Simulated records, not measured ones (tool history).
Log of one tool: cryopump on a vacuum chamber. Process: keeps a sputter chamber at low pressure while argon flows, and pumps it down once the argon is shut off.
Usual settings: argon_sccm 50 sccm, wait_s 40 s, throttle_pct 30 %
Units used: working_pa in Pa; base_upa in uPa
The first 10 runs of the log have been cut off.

Run 11, day 24.583: usual settings. Result: working_pa 0.1595 Pa, base_upa 1.01 uPa.
At day 25.721: leaking fittings of the chamber tightened, without venting.
Run 12, day 26.000: usual settings. Result: working_pa 0.1596 Pa, base_upa 0.79 uPa.
Run 13, day 27.462: usual settings. Result: working_pa 0.1600 Pa, base_upa 0.84 uPa.
Run 14, day 30.017: usual settings but wait_s 118 s. Result: working_pa 0.1616 Pa, base_upa 0.39 uPa.
Run 15, day 31.842: usual settings but wait_s 118 s. Result: working_pa 0.1624 Pa, base_upa 0.41 uPa.
Run 16, day 34.412: usual settings but wait_s 118 s. Result: working_pa 0.1619 Pa, base_upa 0.45 uPa.
Run 17, day 36.692: usual settings but wait_s 118 s. Result: working_pa 0.1620 Pa, base_upa 0.44 uPa.
Run 18, day 39.425: usual settings but argon_sccm 36 sccm, wait_s 78 s, throttle_pct 24 %. Result: working_pa 0.1448 Pa, base_upa 0.63 uPa.
Run 19, day 41.425: usual settings but argon_sccm 36 sccm, wait_s 78 s, throttle_pct 31 %. Result: working_pa 0.1129 Pa, base_upa 0.62 uPa.
Run 20, day 43.371: usual settings but argon_sccm 36 sccm, wait_s 27 s, throttle_pct 19 %. Result: working_pa 0.1841 Pa, base_upa 1.18 uPa.
Run 21, day 45.425: usual settings but argon_sccm 36 sccm, wait_s 27 s, throttle_pct 19 %. Result: working_pa 0.1838 Pa, base_upa 1.25 uPa.
At day 47.450: pump warmed up, emptied and cooled again.
Run 22, day 47.662: usual settings but argon_sccm 29 sccm, wait_s 21 s, throttle_pct 19 %. Result: working_pa 0.1428 Pa, base_upa 1.44 uPa.
Run 23, day 50.462: usual settings but argon_sccm 29 sccm, wait_s 21 s, throttle_pct 19 %. Result: working_pa 0.1437 Pa, base_upa 1.42 uPa.
Run 24, day 52.892: usual settings but argon_sccm 29 sccm, wait_s 21 s, throttle_pct 19 %. Result: working_pa 0.1452 Pa, base_upa 1.50 uPa.
Run 25, day 55.308: usual settings but argon_sccm 29 sccm, wait_s 21 s, throttle_pct 19 %. Result: working_pa 0.1462 Pa, base_upa 1.46 uPa.
Run 26, day 57.179: usual settings but argon_sccm 29 sccm, wait_s 21 s, throttle_pct 19 %. Result: working_pa 0.1448 Pa, base_upa 1.50 uPa.
Run 27, day 58.858: usual settings but argon_sccm 29 sccm, wait_s 21 s, throttle_pct 19 %. Result: working_pa 0.1451 Pa, base_upa 1.46 uPa.
Run 28, day 60.583: usual settings but argon_sccm 30 sccm, wait_s 26 s, throttle_pct 17 %. Result: working_pa 0.1677 Pa, base_upa 1.28 uPa.
Run 29, day 63.508: usual settings but argon_sccm 30 sccm, wait_s 26 s, throttle_pct 17 %. Result: working_pa 0.1685 Pa, base_upa 1.29 uPa.
Run 30, day 65.129: usual settings but argon_sccm 77 sccm. Result: working_pa 0.2464 Pa, base_upa 0.97 uPa.

Each row is a separate what-if for the run after 30, all from the same tool condition, not one after another. Results?
Run A, day 68.054: usual settings but argon_sccm 77 sccm, wait_s 64 s. Result: working_pa ?, base_upa ?.
Run B, day 68.054: usual settings but throttle_pct 32 %. Result: working_pa ?, base_upa ?.
Run C, day 68.054: usual settings but argon_sccm 83 sccm, wait_s 241 s, throttle_pct 36 %. Result: working_pa ?, base_upa ?.
Run D, day 68.054: usual settings but argon_sccm 21 sccm, wait_s 117 s, throttle_pct 52 %. Result: working_pa ?, base_upa ?.
Run E, day 68.054: usual settings but wait_s 70 s, throttle_pct 40 %. Result: working_pa ?, base_upa ?.

run  working_pa  base_upa
  A      0.2482      0.75
  B      0.1518      0.98
  C      0.2225      0.43
  D      0.0399      0.55
  E      0.1227      0.74
With no hidden state in the tool, these same runs would have given:
run  working_pa  base_upa
  A      0.2413      0.56
  B      0.1473      0.78
  C      0.2150      0.24
  D      0.0381      0.35
  E      0.1182      0.55
